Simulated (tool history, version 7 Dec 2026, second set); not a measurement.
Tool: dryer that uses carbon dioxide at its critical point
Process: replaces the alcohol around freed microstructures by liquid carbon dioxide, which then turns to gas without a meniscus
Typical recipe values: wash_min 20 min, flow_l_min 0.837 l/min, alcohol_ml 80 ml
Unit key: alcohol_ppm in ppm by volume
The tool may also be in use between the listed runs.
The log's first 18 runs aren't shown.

{"run": 19, "hour": 178.5, "wash_min": 24, "flow_l_min": 1.065, "alcohol_ml": 80, "alcohol_ppm": 31}
{"run": 20, "hour": 191.2, "wash_min": 24, "flow_l_min": 1.065, "alcohol_ml": 80, "alcohol_ppm": 31}
{"run": 21, "hour": 202.5, "wash_min": 17, "flow_l_min": 1.169, "alcohol_ml": 27, "alcohol_ppm": 25}
{"run": 22, "hour": 211.4, "wash_min": 22, "flow_l_min": 1.169, "alcohol_ml": 30, "alcohol_ppm": 29}
{"run": 23, "hour": 224.1, "wash_min": 22, "flow_l_min": 1.169, "alcohol_ml": 30, "alcohol_ppm": 30}
{"run": 24, "hour": 230.3, "wash_min": 22, "flow_l_min": 1.169, "alcohol_ml": 30, "alcohol_ppm": 34}
{"run": 25, "hour": 238.2, "wash_min": 15, "flow_l_min": 1.169, "alcohol_ml": 43, "alcohol_ppm": 53}
{"run": 26, "hour": 248.2, "wash_min": 22, "flow_l_min": 0.549, "alcohol_ml": 89, "alcohol_ppm": 562}
{"run": 27, "hour": 258.1, "wash_min": 22, "flow_l_min": 0.549, "alcohol_ml": 89, "alcohol_ppm": 580}
{"run": 28, "hour": 271.0, "wash_min": 13, "flow_l_min": 0.549, "alcohol_ml": 89, "alcohol_ppm": 3255}
{"run": 29, "hour": 283.8, "wash_min": 13, "flow_l_min": 0.549, "alcohol_ml": 89, "alcohol_ppm": 3336}
{"run": 30, "hour": 293.4, "wash_min": 20, "flow_l_min": 1.041, "alcohol_ml": 80, "alcohol_ppm": 46}
{"run": 31, "hour": 307.1, "wash_min": 19, "flow_l_min": 1.251, "alcohol_ml": 20, "alcohol_ppm": 29}
{"run": 32, "hour": 317.8, "wash_min": 20, "flow_l_min": 0.874, "alcohol_ml": 29, "alcohol_ppm": 48}
{"run": 33, "hour": 324.3, "wash_min": 20, "flow_l_min": 0.874, "alcohol_ml": 29, "alcohol_ppm": 53}
{"run": 34, "hour": 334.1, "wash_min": 12, "flow_l_min": 0.837, "alcohol_ml": 35, "alcohol_ppm": 431}
{"run": 35, "hour": 343.0, "wash_min": 12, "flow_l_min": 0.837, "alcohol_ml": 35, "alcohol_ppm": 427}
{"hour": 355.7, "done": "inlet filter changed"}
{"run": 36, "hour": 358.1, "wash_min": 24, "flow_l_min": 0.652, "alcohol_ml": 80, "alcohol_ppm": 70}
{"run": 37, "hour": 365.6, "wash_min": 24, "flow_l_min": 0.652, "alcohol_ml": 80, "alcohol_ppm": 81}
{"run": 38, "hour": 379.6, "wash_min": 24, "flow_l_min": 0.647, "alcohol_ml": 30, "alcohol_ppm": 58}
{"run": 39, "hour": 388.5, "wash_min": 24, "flow_l_min": 0.647, "alcohol_ml": 30, "alcohol_ppm": 58}

Alternative continuations, all from the tool just after run 39; predict every row:
{"run": "A", "hour": 399.9, "wash_min": 18, "flow_l_min": 0.647, "alcohol_ml": 30, "alcohol_ppm": "?"}
{"run": "B", "hour": 399.9, "wash_min": 27, "flow_l_min": 0.647, "alcohol_ml": 29, "alcohol_ppm": "?"}
{"run": "C", "hour": 399.9, "wash_min": 28, "flow_l_min": 0.836, "alcohol_ml": 30, "alcohol_ppm": "?"}

run=A alcohol_ppm=137
run=B alcohol_ppm=46
run=C alcohol_ppm=42
With no hidden state in the tool, these same runs would have given:
run=A alcohol_ppm=102
run=B alcohol_ppm=16
run=C alcohol_ppm=11
